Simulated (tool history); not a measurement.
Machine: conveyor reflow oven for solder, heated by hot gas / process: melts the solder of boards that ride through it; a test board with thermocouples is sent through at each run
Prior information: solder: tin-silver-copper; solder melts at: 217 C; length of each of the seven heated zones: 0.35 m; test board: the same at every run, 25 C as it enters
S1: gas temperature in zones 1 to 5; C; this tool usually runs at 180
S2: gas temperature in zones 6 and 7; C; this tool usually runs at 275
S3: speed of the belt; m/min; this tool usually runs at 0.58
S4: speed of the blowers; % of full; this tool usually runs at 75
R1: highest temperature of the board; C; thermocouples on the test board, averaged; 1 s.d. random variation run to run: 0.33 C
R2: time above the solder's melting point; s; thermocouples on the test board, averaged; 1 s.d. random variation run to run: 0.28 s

{"run": 1, "hour": 0.0, "S1": 180, "S2": 275, "S3": 0.58, "S4": 75, "R1": 256.9, "R2": 58.4}
{"run": 2, "hour": 68.6, "S1": 175, "S2": 275, "S3": 0.58, "S4": 75, "R1": 255.7, "R2": 56.5}
{"run": 3, "hour": 147.5, "S1": 175, "S2": 275, "S3": 0.58, "S4": 75, "R1": 254.8, "R2": 56}
{"run": 4, "hour": 225.0, "S1": 180, "S2": 275, "S3": 0.58, "S4": 75, "R1": 255.9, "R2": 58.3}
{"run": 5, "hour": 265.7, "S1": 180, "S2": 275, "S3": 0.58, "S4": 75, "R1": 254.7, "R2": 58.3}
{"run": 6, "hour": 299.1, "S1": 180, "S2": 275, "S3": 0.58, "S4": 73, "R1": 255.2, "R2": 57.2}
{"run": 7, "hour": 359.0, "S1": 180, "S2": 275, "S3": 0.58, "S4": 73, "R1": 254.5, "R2": 57.4}
{"run": 8, "hour": 416.3, "S1": 180, "S2": 275, "S3": 0.58, "S4": 75, "R1": 258.8, "R2": 60.4}
{"run": 9, "hour": 465.4, "S1": 180, "S2": 275, "S3": 0.58, "S4": 75, "R1": 258.6, "R2": 60.5}
{"run": 10, "hour": 498.2, "S1": 180, "S2": 275, "S3": 0.58, "S4": 75, "R1": 258.4, "R2": 60.3}
{"run": 11, "hour": 567.0, "S1": 180, "S2": 275, "S3": 0.58, "S4": 75, "R1": 258.4, "R2": 59.8}
{"run": 12, "hour": 630.3, "S1": 180, "S2": 275, "S3": 0.58, "S4": 75, "R1": 258.1, "R2": 59.7}
{"run": 13, "hour": 687.9, "S1": 180, "S2": 275, "S3": 0.58, "S4": 75, "R1": 257.1, "R2": 60.1}
{"run": 14, "hour": 754.1, "S1": 180, "S2": 275, "S3": 0.58, "S4": 75, "R1": 255.1, "R2": 58}
{"run": 15, "hour": 830.1, "S1": 180, "S2": 275, "S3": 0.58, "S4": 75, "R1": 254.4, "R2": 57.6}
{"run": 16, "hour": 893.7, "S1": 180, "S2": 275, "S3": 0.58, "S4": 75, "R1": 256.2, "R2": 58.4}
{"run": 17, "hour": 944.1, "S1": 180, "S2": 275, "S3": 0.58, "S4": 79, "R1": 257.8, "R2": 58.9}
{"run": 18, "hour": 979.5, "S1": 190, "S2": 275, "S3": 0.679, "S4": 59, "R1": 248.1, "R2": 46.8}
{"run": 19, "hour": 1011.6, "S1": 180, "S2": 267, "S3": 0.661, "S4": 75, "R1": 244.6, "R2": 42.5}
{"run": 20, "hour": 1079.0, "S1": 182, "S2": 286, "S3": 0.553, "S4": 61, "R1": 264.2, "R2": 66.7}
{"run": 21, "hour": 1117.1, "S1": 180, "S2": 289, "S3": 0.583, "S4": 75, "R1": 266.7, "R2": 64.3}
{"run": 22, "hour": 1163.4, "S1": 180, "S2": 289, "S3": 0.583, "S4": 75, "R1": 267.1, "R2": 64.3}
{"run": 23, "hour": 1201.6, "S1": 180, "S2": 265, "S3": 0.463, "S4": 75, "R1": 253.9, "R2": 72.8}
{"run": 24, "hour": 1242.1, "S1": 177, "S2": 275, "S3": 0.519, "S4": 81, "R1": 259.9, "R2": 67}
{"run": 25, "hour": 1278.4, "S1": 175, "S2": 275, "S3": 0.527, "S4": 75, "R1": 257.1, "R2": 63.1}
{"run": 26, "hour": 1335.5, "S1": 175, "S2": 275, "S3": 0.527, "S4": 75, "R1": 257, "R2": 63.6}
{"run": 27, "hour": 1402.5, "S1": 173, "S2": 275, "S3": 0.505, "S4": 83, "R1": 263, "R2": 70.5}
{"run": 28, "hour": 1480.1, "S1": 173, "S2": 275, "S3": 0.505, "S4": 83, "R1": 262.4, "R2": 70.3}
{"run": 29, "hour": 1526.4, "S1": 173, "S2": 275, "S3": 0.582, "S4": 56, "R1": 250.7, "R2": 51.4}

Withheld: 5 entries from between the runs. Position of each, and hidden state at the listed run before versus the listed run after:
After run 7, before run 8: flux residue cleaned out of gas plates and filters (hour 389.1)
  heat that the gas passes to the board, % of a clean oven's: 87.8 -> 99; belt's true speed, % of the reading: 98.64 -> 98.54; true gas temperature in zones 6 and 7 over the reading, C: 2 -> 2.11
  what was measured, less what the result would be without the hidden state, R1: -1.5 -> +2.1 C; R2: -0.8 -> +2.1 s
After run 13, before run 14: thermocouples of zones 6 and 7 changed (hour 754.1)
  heat that the gas passes to the board, % of a clean oven's: 92.4 -> 90.9; belt's true speed, % of the reading: 98.02 -> 97.9; true gas temperature in zones 6 and 7 over the reading, C: 2.71 -> 0
  what was measured, less what the result would be without the hidden state, R1: +0.8 -> -1.8 C; R2: +1.4 -> -0.3 s
After run 15, before run 16: belt drive overhauled, speed set with a stopwatch (hour 851.6); flux residue cleaned out of gas plates and filters (hour 888.8)
  heat that the gas passes to the board, % of a clean oven's: 89 -> 98.8; belt's true speed, % of the reading: 97.75 -> 99.71; true gas temperature in zones 6 and 7 over the reading, C: 0.17 -> 0.29
  what was measured, less what the result would be without the hidden state, R1: -2.3 -> +0 C; R2: -0.6 -> +0.1 s
After run 26, before run 27: flux residue cleaned out of gas plates and filters (hour 1380.7)
  heat that the gas passes to the board, % of a clean oven's: 87.8 -> 99.4; belt's true speed, % of the reading: 98.92 -> 98.8; true gas temperature in zones 6 and 7 over the reading, C: 1.26 -> 1.39
  what was measured, less what the result would be without the hidden state, R1: -1.9 -> +1.5 C; R2: -1.2 -> +1.8 s
